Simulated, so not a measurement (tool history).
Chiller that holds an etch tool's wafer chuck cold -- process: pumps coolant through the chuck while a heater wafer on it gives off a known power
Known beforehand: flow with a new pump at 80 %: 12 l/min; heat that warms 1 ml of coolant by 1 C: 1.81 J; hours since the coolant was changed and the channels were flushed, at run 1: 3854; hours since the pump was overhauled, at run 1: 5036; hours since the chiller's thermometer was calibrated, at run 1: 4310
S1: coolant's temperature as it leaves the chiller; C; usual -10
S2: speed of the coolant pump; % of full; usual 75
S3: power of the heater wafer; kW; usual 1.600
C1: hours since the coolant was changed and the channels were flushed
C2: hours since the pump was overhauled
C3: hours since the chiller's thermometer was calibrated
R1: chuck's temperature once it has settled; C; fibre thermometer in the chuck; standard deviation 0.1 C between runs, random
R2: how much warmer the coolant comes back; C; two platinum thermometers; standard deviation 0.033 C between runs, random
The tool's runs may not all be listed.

Run 1, hour 0.0: usual settings; C1 3854; C2 5036; C3 4310. Result: R1 6.0 C, R2 5.58 C.
Run 2, hour 85.6: usual settings; C1 3939; C2 5122; C3 4396. Result: R1 6.1 C, R2 5.53 C.
At hour 139.6: chiller's thermometer calibrated.
Run 3, hour 237.4: usual settings; C1 4090; C2 5273; C3 98. Result: R1 7.2 C, R2 5.56 C.
Run 4, hour 309.5: usual settings; C1 4162; C2 5345; C3 170. Result: R1 7.4 C, R2 5.64 C.
Run 5, hour 394.5: usual settings; C1 4247; C2 5430; C3 255. Result: R1 7.5 C, R2 5.62 C.
Run 6, hour 519.0: usual settings but S3 1.195 kW; C1 4372; C2 5554; C3 379. Result: R1 3.2 C, R2 4.27 C.
Run 7, hour 666.7: usual settings but S3 1.195 kW; C1 4520; C2 5702; C3 527. Result: R1 3.0 C, R2 4.21 C.
At hour 735.6: coolant changed, channels flushed.
Run 8, hour 813.9: usual settings but S3 1.195 kW; C1 78; C2 5843; C3 668. Result: R1 1.7 C, R2 4.32 C.
Run 9, hour 948.8: usual settings but S3 1.195 kW; C1 213; C2 5978; C3 803. Result: R1 1.9 C, R2 4.29 C.
Run 10, hour 1044.5: usual settings but S3 1.195 kW; C1 309; C2 6074; C3 899. Result: R1 1.9 C, R2 4.30 C.
Run 11, hour 1167.6: usual settings; C1 432; C2 6197; C3 1022. Result: R1 5.8 C, R2 5.90 C.
Run 12, hour 1263.3: usual settings; C1 528; C2 6293; C3 1118. Result: R1 5.9 C, R2 5.78 C.
Run 13, hour 1339.6: usual settings; C1 604; C2 6369; C3 1194. Result: R1 6.1 C, R2 5.82 C.
Run 14, hour 1491.9: usual settings but S2 69 % of full; C1 756; C2 6521; C3 1346. Result: R1 7.3 C, R2 6.35 C.
Run 15, hour 1641.0: usual settings but S2 69 % of full; C1 905; C2 6670; C3 1495. Result: R1 7.4 C, R2 6.35 C.
Run 16, hour 1735.4: usual settings but S1 -2 C, S3 1.202 kW; C1 1000; C2 6765; C3 1590. Result: R1 10.3 C, R2 4.38 C.
Run 17, hour 1843.3: usual settings but S1 -2 C, S3 1.202 kW; C1 1108; C2 6872; C3 1698. Result: R1 10.2 C, R2 4.46 C.
Run 18, hour 2004.0: usual settings but S1 -2 C, S3 1.202 kW; C1 1268; C2 7033; C3 1858. Result: R1 10.5 C, R2 4.47 C.
Run 19, hour 2072.3: usual settings but S1 -2 C, S3 1.202 kW; C1 1337; C2 7102; C3 1927. Result: R1 10.3 C, R2 4.50 C.
Run 20, hour 2234.0: usual settings but S1 0 C, S2 63 % of full, S3 1.912 kW; C1 1498; C2 7263; C3 2088. Result: R1 23.1 C, R2 8.52 C.
Run 21, hour 2386.0: usual settings but S1 -2 C, S2 72 % of full, S3 1.912 kW; C1 1650; C2 7415; C3 2240. Result: R1 19.1 C, R2 7.46 C.
Run 22, hour 2555.0: usual settings but S1 -2 C, S3 1.713 kW; C1 1819; C2 7584; C3 2409. Result: R1 16.2 C, R2 6.51 C.
Run 23, hour 2680.0: usual settings but S1 -2 C, S3 1.713 kW; C1 1944; C2 7709; C3 2534. Result: R1 16.5 C, R2 6.63 C.
Run 24, hour 2841.2: usual settings but S1 -5 C, S2 93 % of full, S3 1.640 kW; C1 2106; C2 7870; C3 2696. Result: R1 9.7 C, R2 5.08 C.
Run 25, hour 2956.9: usual settings but S1 -7 C, S2 78 % of full; C1 2221; C2 7986; C3 2811. Result: R1 9.9 C, R2 5.95 C.
Run 26, hour 3055.0: usual settings but S1 -7 C, S2 78 % of full; C1 2319; C2 8084; C3 2909. Result: R1 9.8 C, R2 6.05 C.
Run 27, hour 3151.0: usual settings but S1 -7 C, S2 78 % of full; C1 2415; C2 8180; C3 3005. Result: R1 9.8 C, R2 6.05 C.
At hour 3226.9: coolant pump overhauled.
Run 28, hour 3281.5: usual settings but S1 -12 C, S2 64 % of full, S3 1.196 kW; C1 2541; C2 55; C3 3131. Result: R1 -0.5 C, R2 4.05 C.

The logged runs with the hidden state left out (each run's random variation unchanged):
Hidden state at play: heat passed by the chuck's channels, % of clean ones'; flow at a given pump speed, % of a new pump's; coolant's true temperature over the reading, C; drift of the gauge itself on chuck_c, C; drift of the gauge itself on warmer_back_c, C.
run    R1    R2
  1   3.3  4.71
  2   3.4  4.64
  3   3.3  4.64
  4   3.4  4.70
  5   3.5  4.68
  6   0.1  3.55
  7  -0.2  3.47
  8   0.0  3.54
  9   0.1  3.50
 10   0.1  3.50
 11   3.3  4.79
 12   3.2  4.66
 13   3.4  4.68
 14   4.3  5.09
 15   4.3  5.06
 16   8.2  3.47
 17   8.0  3.52
 18   8.2  3.51
 19   8.1  3.53
 20  18.4  6.64
 21  14.8  5.77
 22  12.4  5.02
 23  12.6  5.09
 24   6.5  3.86
 25   6.2  4.51
 26   6.0  4.58
 27   5.9  4.56
 28  -0.6  4.07
